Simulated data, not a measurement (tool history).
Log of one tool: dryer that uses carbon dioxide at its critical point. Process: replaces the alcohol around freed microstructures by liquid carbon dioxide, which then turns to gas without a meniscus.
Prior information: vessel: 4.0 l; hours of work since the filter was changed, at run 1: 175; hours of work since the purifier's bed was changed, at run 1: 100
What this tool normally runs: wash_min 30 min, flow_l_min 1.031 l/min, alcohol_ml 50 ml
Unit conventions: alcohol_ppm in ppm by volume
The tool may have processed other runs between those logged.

run     day  wash_min  flow_l_min  alcohol_ml  hours of work since the filter was changed  hours of work since the purifier's bed was changed  alcohol_ppm
  1       0        30       1.031          50                                         175                                                 100           64
  2   1.792        43       1.031          50                                         209                                                 134           41
  3   3.496        43       1.031          50                                         242                                                 166           42
  4   5.633        43       1.031          50                                         282                                                 207           44
  5   7.979        43       1.031          50                                         327                                                 251           52
  6  10.108        45       1.031          50                                         367                                                 292           56
  7  11.233        45       1.031          50                                         388                                                 313           58
  8  13.146        45        1.74          50                                         425                                                 349           61
  9  15.321        30        0.69          50                                         466                                                 391          367
 10  16.938        30        0.69          50                                         497                                                 421          387
     18.662  -- inlet filter changed
 11  19.312        30        0.69          50                                          12                                                 466          294
 12  21.671        30        0.69          50                                          57                                                 510          332
 13  23.358        30        0.69          50                                          89                                                 542          337
 14  25.746        30        0.69          50                                         134                                                 588          354
 15    27.3        30       1.031          50                                         164                                                 617          141
 16  29.558        30       1.031          50                                         207                                                 660          134
 17  31.875        30       1.031          37                                         251                                                 704          157
 18  34.375        30       1.031          37                                         298                                                 751          153
 19  35.971        30       1.031          37                                         328                                                 781          170
 20  37.492        30        0.96          43                                         357                                                 810          191
 21  39.817        30        1.38          38                                         401                                                 854          148
 22  41.392        30        1.38          38                                         431                                                 884          151
 23  42.554        41        0.67          50                                         453                                                 906          255
 24  43.933        37        1.33          50                                         479                                                 932          150
 25  45.483        37        1.33          50                                         509                                                 962          178
     46.408  -- inlet filter changed
 26  46.838        30        0.91          89                                           8                                                 987          272
 27  49.054        40        0.79          62                                          50                                                1029          212
 28  51.492        31        1.28          55                                          96                                                1075          184
 29  52.825        31        1.28          55                                         122                                                1100          182
 30  55.475        22        0.81          36                                         172                                                1151          498
 31   57.25        22        0.81          36                                         206                                                1184          498
 32   59.65        30        1.64          52                                         251                                                1230          195
 33  61.846        29        0.93          56                                         293                                                1271          314
 34  63.717        41        0.93          40                                         328                                                1307          228

Alternative continuations, all from the tool just after run 34; predict every row:
  A  65.733        41        0.79          28                                         366                                                1345            ?
  B  65.733        23        1.19          41                                         366                                                1345            ?
  C  65.733        24        1.04          23                                         366                                                1345            ?

run  alcohol_ppm
  A          253
  B          271
  C          282
Stripped of hidden state, with their random variation kept, the same runs would have yielded:
run  alcohol_ppm
  A           22
  B           40
  C           46
